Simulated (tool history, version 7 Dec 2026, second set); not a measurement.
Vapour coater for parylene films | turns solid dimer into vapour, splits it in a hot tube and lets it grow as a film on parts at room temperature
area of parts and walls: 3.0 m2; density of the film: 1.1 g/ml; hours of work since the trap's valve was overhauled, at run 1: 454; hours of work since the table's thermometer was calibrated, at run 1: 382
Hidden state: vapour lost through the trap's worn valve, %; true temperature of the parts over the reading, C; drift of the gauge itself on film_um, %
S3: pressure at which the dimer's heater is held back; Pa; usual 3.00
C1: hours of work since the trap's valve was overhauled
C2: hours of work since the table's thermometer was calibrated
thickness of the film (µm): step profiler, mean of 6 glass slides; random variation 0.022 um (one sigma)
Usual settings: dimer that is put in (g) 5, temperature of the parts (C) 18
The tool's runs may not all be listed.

{"run": 1, "hour": 0.0, "dimer that is put in (g)": 5, "temperature of the parts (C)": 18, "S3": 3.0, "C1": 454, "C2": 382, "thickness of the film (µm)": 1.01}
{"run": 2, "hour": 15.2, "dimer that is put in (g)": 5, "temperature of the parts (C)": 18, "S3": 3.0, "C1": 464, "C2": 392, "thickness of the film (µm)": 1.03}
{"run": 3, "hour": 23.6, "dimer that is put in (g)": 5, "temperature of the parts (C)": 20, "S3": 3.0, "C1": 470, "C2": 398, "thickness of the film (µm)": 0.88}
{"run": 4, "hour": 41.0, "dimer that is put in (g)": 5, "temperature of the parts (C)": 18, "S3": 8.59, "C1": 482, "C2": 410, "thickness of the film (µm)": 0.92}
{"run": 5, "hour": 54.6, "dimer that is put in (g)": 5, "temperature of the parts (C)": 18, "S3": 3.0, "C1": 491, "C2": 419, "thickness of the film (µm)": 1.03}
{"run": 6, "hour": 70.9, "dimer that is put in (g)": 5, "temperature of the parts (C)": 18, "S3": 4.33, "C1": 502, "C2": 430, "thickness of the film (µm)": 0.96}
{"run": 7, "hour": 81.1, "dimer that is put in (g)": 5, "temperature of the parts (C)": 23, "S3": 3.0, "C1": 509, "C2": 437, "thickness of the film (µm)": 0.81}
{"hour": 100.0, "done": "trap's valve overhauled"}
{"run": 8, "hour": 101.4, "dimer that is put in (g)": 5, "temperature of the parts (C)": 23, "S3": 3.0, "C1": 1, "C2": 448, "thickness of the film (µm)": 0.75}
{"run": 9, "hour": 109.9, "dimer that is put in (g)": 5, "temperature of the parts (C)": 13, "S3": 3.0, "C1": 7, "C2": 454, "thickness of the film (µm)": 1.14}
{"run": 10, "hour": 121.9, "dimer that is put in (g)": 5, "temperature of the parts (C)": 13, "S3": 3.0, "C1": 15, "C2": 462, "thickness of the film (µm)": 1.13}
{"run": 11, "hour": 132.3, "dimer that is put in (g)": 5, "temperature of the parts (C)": 13, "S3": 3.0, "C1": 22, "C2": 469, "thickness of the film (µm)": 1.13}
{"run": 12, "hour": 151.9, "dimer that is put in (g)": 5, "temperature of the parts (C)": 13, "S3": 6.56, "C1": 35, "C2": 483, "thickness of the film (µm)": 1.08}
{"run": 13, "hour": 160.3, "dimer that is put in (g)": 5, "temperature of the parts (C)": 13, "S3": 6.56, "C1": 41, "C2": 488, "thickness of the film (µm)": 1.01}
{"run": 14, "hour": 178.8, "dimer that is put in (g)": 5, "temperature of the parts (C)": 18, "S3": 3.0, "C1": 54, "C2": 501, "thickness of the film (µm)": 0.89}
{"hour": 193.8, "done": "trap's valve overhauled, once more"}
{"run": 15, "hour": 198.6, "dimer that is put in (g)": 5, "temperature of the parts (C)": 18, "S3": 3.0, "C1": 3, "C2": 512, "thickness of the film (µm)": 1.14}
{"run": 16, "hour": 216.8, "dimer that is put in (g)": 2, "temperature of the parts (C)": 29, "S3": 2.63, "C1": 16, "C2": 524, "thickness of the film (µm)": 0.34}
{"run": 17, "hour": 232.3, "dimer that is put in (g)": 3, "temperature of the parts (C)": 14, "S3": 8.29, "C1": 26, "C2": 535, "thickness of the film (µm)": 0.81}
{"run": 18, "hour": 246.1, "dimer that is put in (g)": 3, "temperature of the parts (C)": 14, "S3": 8.29, "C1": 36, "C2": 544, "thickness of the film (µm)": 0.76}
{"run": 19, "hour": 255.6, "dimer that is put in (g)": 4, "temperature of the parts (C)": 27, "S3": 3.08, "C1": 42, "C2": 551, "thickness of the film (µm)": 0.63}
{"run": 20, "hour": 272.1, "dimer that is put in (g)": 8, "temperature of the parts (C)": 18, "S3": 5.35, "C1": 53, "C2": 562, "thickness of the film (µm)": 1.72}
{"run": 21, "hour": 287.7, "dimer that is put in (g)": 8, "temperature of the parts (C)": 18, "S3": 5.35, "C1": 64, "C2": 573, "thickness of the film (µm)": 1.68}
{"run": 22, "hour": 297.9, "dimer that is put in (g)": 8, "temperature of the parts (C)": 18, "S3": 5.35, "C1": 71, "C2": 580, "thickness of the film (µm)": 1.71}
{"run": 23, "hour": 314.1, "dimer that is put in (g)": 6, "temperature of the parts (C)": 18, "S3": 9.52, "C1": 82, "C2": 591, "thickness of the film (µm)": 1.23}
{"run": 24, "hour": 328.5, "dimer that is put in (g)": 6, "temperature of the parts (C)": 18, "S3": 9.52, "C1": 92, "C2": 600, "thickness of the film (µm)": 1.18}
{"run": 25, "hour": 347.3, "dimer that is put in (g)": 5, "temperature of the parts (C)": 18, "S3": 3.92, "C1": 105, "C2": 613, "thickness of the film (µm)": 1.11}
{"run": 26, "hour": 357.0, "dimer that is put in (g)": 5, "temperature of the parts (C)": 23, "S3": 2.85, "C1": 111, "C2": 620, "thickness of the film (µm)": 0.88}
{"run": 27, "hour": 375.5, "dimer that is put in (g)": 5, "temperature of the parts (C)": 23, "S3": 2.85, "C1": 124, "C2": 632, "thickness of the film (µm)": 0.9}
{"run": 28, "hour": 390.5, "dimer that is put in (g)": 5, "temperature of the parts (C)": 16, "S3": 3.0, "C1": 134, "C2": 643, "thickness of the film (µm)": 1.25}
{"run": 29, "hour": 398.7, "dimer that is put in (g)": 5, "temperature of the parts (C)": 13, "S3": 3.93, "C1": 140, "C2": 648, "thickness of the film (µm)": 1.35}

Forecast each of these 4 alternatives for the next run:
{"run": "A", "hour": 411.8, "dimer that is put in (g)": 7, "temperature of the parts (C)": 25, "S3": 3.93, "C1": 149, "C2": 657, "thickness of the film (µm)": "?"}
{"run": "B", "hour": 411.8, "dimer that is put in (g)": 4, "temperature of the parts (C)": 13, "S3": 3.93, "C1": 149, "C2": 657, "thickness of the film (µm)": "?"}
{"run": "C", "hour": 411.8, "dimer that is put in (g)": 6, "temperature of the parts (C)": 15, "S3": 3.72, "C1": 149, "C2": 657, "thickness of the film (µm)": "?"}
{"run": "D", "hour": 411.8, "dimer that is put in (g)": 5, "temperature of the parts (C)": 18, "S3": 2.57, "C1": 149, "C2": 657, "thickness of the film (µm)": "?"}

run=A thickness_of_the_film_(µm)=1.13
run=B thickness_of_the_film_(µm)=1.05
run=C thickness_of_the_film_(µm)=1.46
run=D thickness_of_the_film_(µm)=1.13
Without the tool's hidden state the same runs would have given:
run=A thickness_of_the_film_(µm)=1.19
run=B thickness_of_the_film_(µm)=1.11
run=C thickness_of_the_film_(µm)=1.54
run=D thickness_of_the_film_(µm)=1.20
